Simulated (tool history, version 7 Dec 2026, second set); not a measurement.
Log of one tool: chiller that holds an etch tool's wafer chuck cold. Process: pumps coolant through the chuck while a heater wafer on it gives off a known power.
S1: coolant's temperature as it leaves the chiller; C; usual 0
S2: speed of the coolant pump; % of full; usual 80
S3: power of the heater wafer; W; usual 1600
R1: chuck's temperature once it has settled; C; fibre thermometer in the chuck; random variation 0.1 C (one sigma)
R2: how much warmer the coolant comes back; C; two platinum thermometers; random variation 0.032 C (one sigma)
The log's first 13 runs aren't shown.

{"run": 14, "hour": 517.1, "S1": 0, "S2": 80, "S3": 1832, "R1": 17.3, "R2": 4.1}
{"hour": 521.0, "done": "chiller's thermometer calibrated"}
{"run": 15, "hour": 575.4, "S1": 0, "S2": 80, "S3": 1242, "R1": 11.8, "R2": 2.74}
{"run": 16, "hour": 603.6, "S1": 0, "S2": 80, "S3": 1600, "R1": 15.3, "R2": 3.53}
{"hour": 618.5, "done": "chiller's thermometer calibrated, once more"}
{"run": 17, "hour": 647.2, "S1": 5, "S2": 80, "S3": 1600, "R1": 20.0, "R2": 3.58}
{"run": 18, "hour": 681.0, "S1": -2, "S2": 80, "S3": 1251, "R1": 9.7, "R2": 2.82}
{"run": 19, "hour": 712.7, "S1": -2, "S2": 80, "S3": 1251, "R1": 9.5, "R2": 2.76}
{"run": 20, "hour": 758.7, "S1": -2, "S2": 80, "S3": 1251, "R1": 9.8, "R2": 2.79}
{"run": 21, "hour": 803.8, "S1": -2, "S2": 80, "S3": 1251, "R1": 9.9, "R2": 2.77}
{"run": 22, "hour": 862.6, "S1": -8, "S2": 80, "S3": 1251, "R1": 3.9, "R2": 2.81}
{"run": 23, "hour": 889.9, "S1": -8, "S2": 89, "S3": 1251, "R1": 3.2, "R2": 2.57}
{"run": 24, "hour": 932.8, "S1": 0, "S2": 82, "S3": 1043, "R1": 9.8, "R2": 2.32}
{"run": 25, "hour": 971.2, "S1": 0, "S2": 82, "S3": 1043, "R1": 9.8, "R2": 2.3}
{"run": 26, "hour": 1001.3, "S1": 0, "S2": 82, "S3": 1043, "R1": 10.0, "R2": 2.35}
{"run": 27, "hour": 1048.9, "S1": 0, "S2": 82, "S3": 1043, "R1": 9.9, "R2": 2.24}
{"run": 28, "hour": 1106.5, "S1": 0, "S2": 82, "S3": 1043, "R1": 9.9, "R2": 2.33}
{"run": 29, "hour": 1155.8, "S1": 5, "S2": 89, "S3": 831, "R1": 12.6, "R2": 1.72}
{"run": 30, "hour": 1199.1, "S1": 0, "S2": 85, "S3": 954, "R1": 8.9, "R2": 1.99}
{"run": 31, "hour": 1257.3, "S1": 0, "S2": 85, "S3": 1029, "R1": 9.7, "R2": 2.16}

5 ways to go on from here, each from the tool as it stands after run 31. What would each give?
{"run": "A", "hour": 1307.5, "S1": 6, "S2": 68, "S3": 1600, "R1": "?", "R2": "?"}
{"run": "B", "hour": 1307.5, "S1": 5, "S2": 64, "S3": 1029, "R1": "?", "R2": "?"}
{"run": "C", "hour": 1307.5, "S1": 6, "S2": 99, "S3": 1015, "R1": "?", "R2": "?"}
{"run": "D", "hour": 1307.5, "S1": 6, "S2": 88, "S3": 1536, "R1": "?", "R2": "?"}
{"run": "E", "hour": 1307.5, "S1": 0, "S2": 90, "S3": 1600, "R1": "?", "R2": "?"}

run=A R1=22.9 R2=4.22
run=B R1=16.2 R2=2.90
run=C R1=14.8 R2=1.89
run=D R1=20.2 R2=3.12
run=E R1=14.7 R2=3.21
Without the tool's hidden state the same runs would have given:
run=A R1=20.0 R2=4.05
run=B R1=14.2 R2=2.79
run=C R1=13.2 R2=1.82
run=D R1=17.7 R2=2.99
run=E R1=12.2 R2=3.08
